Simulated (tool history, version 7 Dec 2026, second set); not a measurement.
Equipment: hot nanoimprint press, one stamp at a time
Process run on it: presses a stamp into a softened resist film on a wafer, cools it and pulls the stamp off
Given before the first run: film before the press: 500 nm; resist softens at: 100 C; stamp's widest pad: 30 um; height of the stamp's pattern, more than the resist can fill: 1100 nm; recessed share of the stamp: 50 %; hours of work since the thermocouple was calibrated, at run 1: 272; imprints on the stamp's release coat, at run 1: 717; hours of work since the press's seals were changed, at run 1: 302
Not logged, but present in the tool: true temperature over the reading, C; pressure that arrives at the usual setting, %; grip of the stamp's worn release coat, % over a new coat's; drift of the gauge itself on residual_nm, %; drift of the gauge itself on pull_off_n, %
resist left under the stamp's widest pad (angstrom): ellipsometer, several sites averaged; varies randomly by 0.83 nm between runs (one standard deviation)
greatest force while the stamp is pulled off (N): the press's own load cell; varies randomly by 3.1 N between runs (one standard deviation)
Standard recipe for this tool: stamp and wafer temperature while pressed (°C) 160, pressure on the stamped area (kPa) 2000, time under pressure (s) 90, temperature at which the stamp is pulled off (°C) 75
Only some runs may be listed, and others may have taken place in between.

run	hour	stamp and wafer temperature while pressed (°C)	pressure on the stamped area (kPa)	time under pressure (s)	temperature at which the stamp is pulled off (°C)	hours of work since the thermocouple was calibrated	imprints on the stamp's release coat	hours of work since the press's seals were changed	resist left under the stamp's widest pad (angstrom)	greatest force while the stamp is pulled off (N)
1	0.0	160	2000	90	75	272	717	302	1963	149
2	14.3	160	2000	90	75	279	767	310	1973	151
3	38.6	160	2000	90	75	292	851	322	1970	154
4	57.5	160	2000	90	75	301	917	332	1970	154
5	72.6	160	2000	56	75	309	969	340	2371	151
6	99.0	160	2000	90	75	323	1061	354	1968	151
7	121.5	160	2000	90	75	335	1139	365	1979	151
# hour 131.2: stamp cleaned and given a new release coat
8	157.6	160	2000	90	75	350	92	381	1965	154
9	181.5	160	2000	139	75	363	175	394	1642	147
10	201.6	160	2000	116	75	373	245	404	1780	151
11	230.3	160	1440	116	75	388	345	419	2062	148
12	244.4	160	1440	116	75	396	394	426	2048	151
# hour 266.0: plate thermocouple calibrated
13	266.8	160	1440	116	75	0	461	436	2064	145
14	284.4	160	1440	116	75	10	522	446	2060	155
15	315.5	160	2090	116	75	26	630	462	1737	150
16	345.0	165	1290	152	60	41	733	477	1375	209
17	367.0	156	2320	152	60	53	810	489	1958	199
18	389.7	160	1320	87	82	64	889	500	2405	121
19	404.7	160	2410	66	78	72	940	508	2063	136
20	419.8	160	1910	66	78	80	993	516	2273	139
21	448.9	166	1370	90	75	95	1094	531	1595	151
# hour 470.8: stamp cleaned and given a new release coat
22	478.7	160	2580	90	77	108	28	544	1753	137
23	492.3	160	2580	90	77	115	75	551	1763	134
24	514.8	160	2580	90	77	126	154	562	1752	141
25	528.3	160	2000	85	75	133	200	569	2024	146
26	545.2	160	1360	136	79	142	259	578	1986	136
27	565.7	167	1360	134	79	153	330	589	1244	131
28	593.3	167	1360	134	79	167	426	603	1242	135
29	620.1	158	1940	90	75	181	519	617	2281	149
30	633.7	158	2000	90	65	188	567	624	2245	191

4 options for the next run, each taken on its own from the tool as it stands now. Forecast them:
A	653.1	161	2000	90	65	198	634	634	?	?
B	653.1	158	2000	58	65	198	634	634	?	?
C	653.1	150	1280	90	62	198	634	634	?	?
D	653.1	158	2500	70	65	198	634	634	?	?

run	resist left under the stamp's widest pad (angstrom)	greatest force while the stamp is pulled off (N)
A	1840	195
B	2650	189
C	3934	206
D	2261	193
Take away the tool's hidden state, keep each run's random variation, and the runs would have read:
run	resist left under the stamp's widest pad (angstrom)	greatest force while the stamp is pulled off (N)
A	1841	194
B	2651	187
C	3935	204
D	2262	191
